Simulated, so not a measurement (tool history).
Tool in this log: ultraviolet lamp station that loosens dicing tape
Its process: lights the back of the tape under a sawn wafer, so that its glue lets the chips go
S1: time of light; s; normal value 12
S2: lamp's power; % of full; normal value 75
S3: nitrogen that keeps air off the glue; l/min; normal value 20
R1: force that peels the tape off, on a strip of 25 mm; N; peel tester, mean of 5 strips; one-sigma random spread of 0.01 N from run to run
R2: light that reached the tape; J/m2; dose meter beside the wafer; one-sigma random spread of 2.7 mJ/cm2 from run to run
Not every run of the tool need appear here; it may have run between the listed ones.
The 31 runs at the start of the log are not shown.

run	hour	S1	S2	S3	R1	R2
32	193.8	7	65	10	1.658	1460
33	200.2	7	73	10	1.464	1600
34	204.6	7	73	10	1.460	1610
35	212.3	7	73	10	1.441	1640
36	218.0	12	75	8	0.931	2790
37	222.2	12	75	8	0.971	2820
38	227.5	12	96	20	0.465	3590
39	235.3	20	71	20	0.338	4380
40	241.7	6	96	7	1.555	1800
41	247.6	18	75	20	0.378	4140
42	255.2	18	75	20	0.367	4050
43	261.8	8	79	18	1.032	1920

What if the next run were any one of these 3? Each begins from the tool's condition after run 43:
A	266.1	12	82	20	?	?
B	266.1	8	79	8	?	?
C	266.1	8	79	14	?	?

run	R1	R2
A	0.594	2910
B	1.382	1910
C	1.140	1950
With no hidden state in the tool, these same runs would have given:
run	R1	R2
A	0.379	3980
B	1.049	2600
C	0.820	2640
